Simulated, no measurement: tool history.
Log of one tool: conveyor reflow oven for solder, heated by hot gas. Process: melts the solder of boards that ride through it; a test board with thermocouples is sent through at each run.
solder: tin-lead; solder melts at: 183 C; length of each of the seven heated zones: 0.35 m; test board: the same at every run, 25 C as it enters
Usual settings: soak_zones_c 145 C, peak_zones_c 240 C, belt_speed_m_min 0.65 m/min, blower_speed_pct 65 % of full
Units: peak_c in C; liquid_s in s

{"run": 1, "hour": 0.0, "soak_zones_c": 145, "peak_zones_c": 240, "belt_speed_m_min": 0.65, "blower_speed_pct": 65, "peak_c": 221.1, "liquid_s": 53.3}
{"run": 2, "hour": 59.5, "soak_zones_c": 145, "peak_zones_c": 240, "belt_speed_m_min": 0.65, "blower_speed_pct": 57, "peak_c": 218.9, "liquid_s": 51.6}
{"run": 3, "hour": 125.8, "soak_zones_c": 145, "peak_zones_c": 240, "belt_speed_m_min": 0.65, "blower_speed_pct": 57, "peak_c": 219.1, "liquid_s": 51.3}
{"run": 4, "hour": 178.4, "soak_zones_c": 145, "peak_zones_c": 240, "belt_speed_m_min": 0.755, "blower_speed_pct": 65, "peak_c": 214.7, "liquid_s": 41.6}
{"run": 5, "hour": 226.9, "soak_zones_c": 145, "peak_zones_c": 240, "belt_speed_m_min": 0.755, "blower_speed_pct": 65, "peak_c": 214.8, "liquid_s": 41.6}
{"run": 6, "hour": 260.1, "soak_zones_c": 145, "peak_zones_c": 240, "belt_speed_m_min": 0.65, "blower_speed_pct": 65, "peak_c": 219.8, "liquid_s": 53}
{"run": 7, "hour": 314.2, "soak_zones_c": 145, "peak_zones_c": 240, "belt_speed_m_min": 0.65, "blower_speed_pct": 65, "peak_c": 220.2, "liquid_s": 52.6}
{"run": 8, "hour": 379.4, "soak_zones_c": 145, "peak_zones_c": 240, "belt_speed_m_min": 0.65, "blower_speed_pct": 65, "peak_c": 218.8, "liquid_s": 52.1}
{"hour": 401.6, "done": "flux residue cleaned out of gas plates and filters"}
{"run": 9, "hour": 438.4, "soak_zones_c": 145, "peak_zones_c": 240, "belt_speed_m_min": 0.65, "blower_speed_pct": 65, "peak_c": 222.4, "liquid_s": 54.4}
{"run": 10, "hour": 474.9, "soak_zones_c": 133, "peak_zones_c": 252, "belt_speed_m_min": 0.65, "blower_speed_pct": 65, "peak_c": 230.4, "liquid_s": 55}
{"run": 11, "hour": 527.6, "soak_zones_c": 145, "peak_zones_c": 234, "belt_speed_m_min": 0.65, "blower_speed_pct": 81, "peak_c": 219.1, "liquid_s": 53.3}
{"run": 12, "hour": 588.5, "soak_zones_c": 141, "peak_zones_c": 234, "belt_speed_m_min": 0.715, "blower_speed_pct": 60, "peak_c": 211.1, "liquid_s": 40.2}
{"run": 13, "hour": 615.9, "soak_zones_c": 133, "peak_zones_c": 236, "belt_speed_m_min": 0.729, "blower_speed_pct": 60, "peak_c": 209.5, "liquid_s": 36}
{"run": 14, "hour": 668.9, "soak_zones_c": 133, "peak_zones_c": 236, "belt_speed_m_min": 0.729, "blower_speed_pct": 60, "peak_c": 209.6, "liquid_s": 35.7}
{"hour": 696.6, "done": "thermocouples of zones 6 and 7 changed"}
{"run": 15, "hour": 723.1, "soak_zones_c": 159, "peak_zones_c": 240, "belt_speed_m_min": 0.65, "blower_speed_pct": 65, "peak_c": 224.5, "liquid_s": 61.5}

Forecast run 16:
{"run": 16, "hour": 754.5, "soak_zones_c": 159, "peak_zones_c": 251, "belt_speed_m_min": 0.747, "blower_speed_pct": 72, "peak_c": "?", "liquid_s": "?"}

Run 16 gave peak_c 230.8 C, liquid_s 55.6 s.
Without the tool's hidden state the same run would have given peak_c 232.5 C, liquid_s 55 s.
